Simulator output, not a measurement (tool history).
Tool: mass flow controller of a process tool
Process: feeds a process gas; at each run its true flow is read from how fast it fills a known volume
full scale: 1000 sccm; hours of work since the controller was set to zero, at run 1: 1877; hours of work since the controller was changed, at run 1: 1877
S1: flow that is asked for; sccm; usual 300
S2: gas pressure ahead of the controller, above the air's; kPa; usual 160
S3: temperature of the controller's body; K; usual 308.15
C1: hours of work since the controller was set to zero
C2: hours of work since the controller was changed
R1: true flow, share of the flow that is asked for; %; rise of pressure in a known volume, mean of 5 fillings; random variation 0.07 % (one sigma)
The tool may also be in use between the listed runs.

run	day	S1	S2	S3	C1	C2	R1
1	0	300	160	308.15	1877	1877	97.07
2	3.25	300	160	308.15	1931	1931	97.11
3	6.025	300	160	308.15	1978	1978	97.11
4	8.362	300	144	308.15	2017	2017	97.01
5	11.938	300	144	308.15	2077	2077	97.05
6	14.954	300	144	308.15	2128	2128	97.05
7	16.75	300	144	308.15	2158	2158	96.93
8	20.408	300	237	308.15	2220	2220	97.19
9	23.142	300	160	308.15	2265	2265	97.04
10	26.462	300	160	308.15	2321	2321	96.79
11	28.683	127	160	308.15	2359	2359	95
12	31.392	127	160	308.15	2404	2404	95
13	32.946	127	160	308.15	2430	2430	94.95
14	35.442	300	160	308.15	2472	2472	96.94
15	37.258	300	160	308.15	2503	2503	96.88
16	40.767	300	160	308.15	2562	2562	96.85
17	42.771	617	160	308.15	2595	2595	98.15
18	45.821	617	160	308.15	2647	2647	98.08
19	48.275	300	164	308.15	2688	2688	96.61
20	51.8	300	164	308.15	2747	2747	96.65
21	54.471	300	162	308.15	2792	2792	96.68
22	56.929	701	162	308.15	2833	2833	98.53
23	59.388	300	160	308.15	2875	2875	96.56
24	61.658	300	160	308.15	2913	2913	96.46
25	63.371	300	160	308.15	2942	2942	96.47
26	66.275	300	160	308.15	2990	2990	96.66
27	67.904	392	170	308.15	3018	3018	97.07
28	69.538	392	170	308.15	3045	3045	97.17
29	72.371	428	195	294.15	3093	3093	96.85
30	74.721	293	160	305.15	3132	3132	96.28
31	78.121	137	149	305.15	3189	3189	94.37
32	79.65	137	149	305.15	3215	3215	94.3
33	81.192	415	188	294.15	3241	3241	96.81
34	83.838	415	188	294.15	3286	3286	96.7
35	87.292	300	225	302.15	3344	3344	96.24
36	90.888	710	203	308.15	3404	3404	98.36
37	92.95	710	198	310.15	3439	3439	98.46
38	96.504	300	226	308.15	3498	3498	96.37
39	98.575	571	166	293.15	3533	3533	97.26
40	100.358	335	160	295.15	3563	3563	95.99
41	103.425	335	160	295.15	3615	3615	96.05
42	106.158	849	269	299.15	3661	3661	98.69
43	109.45	849	269	299.15	3716	3716	98.67
44	111.838	854	160	304.15	3756	3756	98.52
45	114.646	300	154	298.15	3803	3803	95.76
46	116.875	101	161	300.15	3841	3841	92.41
47	118.779	300	178	306.15	3873	3873	95.95
48	121.029	320	264	297.15	3911	3911	96.11
49	123.921	300	264	300.15	3959	3959	95.99

3 ways to go on from here, each from the tool as it stands after run 49. What would each give?
A	127.038	425	232	300.15	4011	4011	?
B	127.038	608	160	308.15	4011	4011	?
C	127.038	300	158	299.15	4011	4011	?

run	R1
A	96.76
B	97.71
C	95.81
Without the tool's hidden state the same runs would have given:
run	R1
A	98.45
B	99.08
C	97.95
